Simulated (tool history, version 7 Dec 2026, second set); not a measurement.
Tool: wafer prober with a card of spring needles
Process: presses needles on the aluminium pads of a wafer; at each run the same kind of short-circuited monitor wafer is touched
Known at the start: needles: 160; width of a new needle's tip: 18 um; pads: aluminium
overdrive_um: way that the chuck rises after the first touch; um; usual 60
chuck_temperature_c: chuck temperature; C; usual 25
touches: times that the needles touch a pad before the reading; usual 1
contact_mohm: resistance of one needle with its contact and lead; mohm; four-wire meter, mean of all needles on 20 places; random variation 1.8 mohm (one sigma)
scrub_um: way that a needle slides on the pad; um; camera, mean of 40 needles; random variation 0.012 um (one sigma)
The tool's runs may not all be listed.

run 1 hour=0.0 | overdrive_um=60 chuck_temperature_c=25 touches=1 | contact_mohm=269 scrub_um=10.99
-- hour=6.0 tips cleaned on abrasive film
-- hour=33.2 tips cleaned on abrasive film
-- hour=61.2 tips cleaned on abrasive film
run 2 hour=73.5 | overdrive_um=60 chuck_temperature_c=25 touches=1 | contact_mohm=253 scrub_um=11.00
-- hour=89.4 tips cleaned on abrasive film
-- hour=118.9 tips cleaned on abrasive film
run 3 hour=126.7 | overdrive_um=60 chuck_temperature_c=25 touches=2 | contact_mohm=213 scrub_um=10.99
-- hour=143.7 tips cleaned on abrasive film
-- hour=170.6 tips cleaned on abrasive film
run 4 hour=192.6 | overdrive_um=60 chuck_temperature_c=25 touches=1 | contact_mohm=263 scrub_um=10.95
-- hour=197.1 tips cleaned on abrasive film
-- hour=226.0 tips cleaned on abrasive film
-- hour=252.7 tips cleaned on abrasive film
-- hour=282.4 tips cleaned on abrasive film
run 5 hour=286.1 | overdrive_um=60 chuck_temperature_c=25 touches=1 | contact_mohm=220 scrub_um=10.92
-- hour=308.6 tips cleaned on abrasive film
-- hour=326.0 height of the first contact set anew
-- hour=336.4 tips cleaned on abrasive film
run 6 hour=341.5 | overdrive_um=60 chuck_temperature_c=25 touches=1 | contact_mohm=226 scrub_um=11.10
-- hour=365.4 tips cleaned on abrasive film
-- hour=394.1 tips cleaned on abrasive film
run 7 hour=416.1 | overdrive_um=60 chuck_temperature_c=25 touches=1 | contact_mohm=272 scrub_um=11.07
-- hour=422.2 tips cleaned on abrasive film
-- hour=451.0 tips cleaned on abrasive film
-- hour=479.8 tips cleaned on abrasive film
run 8 hour=497.0 | overdrive_um=60 chuck_temperature_c=25 touches=1 | contact_mohm=263 scrub_um=11.03
-- hour=507.9 tips cleaned on abrasive film
-- hour=537.3 tips cleaned on abrasive film
run 9 hour=538.3 | overdrive_um=60 chuck_temperature_c=25 touches=1 | contact_mohm=200 scrub_um=11.03
-- hour=562.1 tips cleaned on abrasive film
-- hour=586.5 tips cleaned on abrasive film
-- hour=615.7 tips cleaned on abrasive film
run 10 hour=617.3 | overdrive_um=60 chuck_temperature_c=25 touches=1 | contact_mohm=206 scrub_um=11.00
-- hour=642.7 tips cleaned on abrasive film
-- hour=666.5 tips cleaned on abrasive film
-- hour=693.4 tips cleaned on abrasive film
run 11 hour=710.5 | overdrive_um=60 chuck_temperature_c=25 touches=1 | contact_mohm=271 scrub_um=10.99
-- hour=721.8 tips cleaned on abrasive film
-- hour=751.1 tips cleaned on abrasive film
-- hour=779.3 tips cleaned on abrasive film
run 12 hour=802.9 | overdrive_um=60 chuck_temperature_c=25 touches=1 | contact_mohm=281 scrub_um=10.96
-- hour=809.0 tips cleaned on abrasive film
-- hour=837.3 tips cleaned on abrasive film
-- hour=865.3 tips cleaned on abrasive film
run 13 hour=888.3 | overdrive_um=60 chuck_temperature_c=25 touches=1 | contact_mohm=280 scrub_um=10.95
-- hour=894.4 tips cleaned on abrasive film
-- hour=921.7 tips cleaned on abrasive film
run 14 hour=933.6 | overdrive_um=60 chuck_temperature_c=25 touches=1 | contact_mohm=257 scrub_um=10.89
-- hour=945.6 tips cleaned on abrasive film
-- hour=972.0 tips cleaned on abrasive film
-- hour=989.5 height of the first contact set anew
-- hour=1001.5 tips cleaned on abrasive film
-- hour=1026.1 tips cleaned on abrasive film
run 15 hour=1026.1 | overdrive_um=60 chuck_temperature_c=25 touches=1 | contact_mohm=201 scrub_um=11.08
-- hour=1053.4 tips cleaned on abrasive film
-- hour=1083.1 tips cleaned on abrasive film
-- hour=1111.5 tips cleaned on abrasive film
run 16 hour=1115.0 | overdrive_um=60 chuck_temperature_c=25 touches=1 | contact_mohm=213 scrub_um=11.04

Run 17 comes next. What will it give?
-- hour=1138.0 tips cleaned on abrasive film
-- hour=1165.5 tips cleaned on abrasive film
run 17 hour=1180.5 | overdrive_um=60 chuck_temperature_c=25 touches=1 | contact_mohm=? scrub_um=?

Run 17 gave contact_mohm 265 mohm, scrub_um 11.04 um.
Without the tool's hidden state the same run would have given contact_mohm 189 mohm, scrub_um 11.09 um.
